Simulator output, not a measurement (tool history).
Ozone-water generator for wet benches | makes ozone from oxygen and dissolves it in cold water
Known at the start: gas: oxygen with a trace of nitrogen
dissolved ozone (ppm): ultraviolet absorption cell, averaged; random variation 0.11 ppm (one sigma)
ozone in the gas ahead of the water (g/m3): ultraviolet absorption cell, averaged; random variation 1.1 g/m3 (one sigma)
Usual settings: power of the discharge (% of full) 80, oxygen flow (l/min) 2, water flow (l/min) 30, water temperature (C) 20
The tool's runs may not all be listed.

run,hour,power of the discharge (% of full),oxygen flow (l/min),water flow (l/min),water temperature (C),dissolved ozone (ppm),ozone in the gas ahead of the water (g/m3)
1,0,80,2,30,20,7.2,185.1
2,122.7,80,2,30,20,7.2,187.4
3,232.5,71,2,30,20,6.6,166
4,306.1,71,2,30,20,6.4,166.7
5,411.4,71,2.26,30,20,6.5,154
6,522.3,71,2.29,30,20,6.5,152.2
7,622.6,71,2.29,40,20,4.8,152.6
8,682.5,71,2.29,40,12,5.1,151.8
9,804.1,80,2,27,20,7.7,184.1
10,891.9,41,2,30,20,3.7,100.8
11,992.1,41,2,30,20,3.8,100.7
12,1114.1,80,2.13,30,20,7.1,179.3
13,1209.3,80,2.13,30,20,7.4,178.9
14,1298.6,80,2.13,30,20,7.1,179.9
15,1354,80,2.13,30,20,7.5,179.1
16,1433.8,81,2.13,30,20,7.2,181.2
17,1528.4,72,2,20,20,10,169.6
18,1581.4,80,2,30,24,7.2,185.8
19,1664.3,80,2.82,24,20,9.5,149.8
20,1769.6,41,1.56,29,14,4,118.8
21,1877.7,80,2,37,16,5.8,185.3
22,1970.3,97,1.23,18,16,14,305.9
23,2049.3,97,1.23,18,16,14.1,309.6
24,2123.8,97,1.36,26,16,9.7,287.1
25,2228.2,64,1.78,30,20,5.9,162.9
26,2284.1,64,1.78,30,20,5.7,162.4
# hour 2341.8: contactor cleaned
27,2363.7,64,1.78,30,20,5.6,163.2
28,2468.9,64,1.78,30,20,5.6,162.5
29,2564,80,2,39,14,5.3,187.1
30,2647.8,82,2,30,13,7.5,189.9
31,2748.8,80,2,18,13,12.6,186.5
32,2813.5,60,2,33,20,4.9,142.1

3 ways to go on from here, each from the tool as it stands after run 32. What would each give?
A,2932.4,60,1.18,44,20,?,?
B,2932.4,80,1.53,30,17,?,?
C,2932.4,47,2,33,22,?,?

run,dissolved ozone (ppm),ozone in the gas ahead of the water (g/m3)
A,3.2,203.3
B,6.9,222.2
C,4,113.1
Without the tool's hidden state the same runs would have given:
run,dissolved ozone (ppm),ozone in the gas ahead of the water (g/m3)
A,3.2,203.7
B,6.9,222.8
C,4,113.3
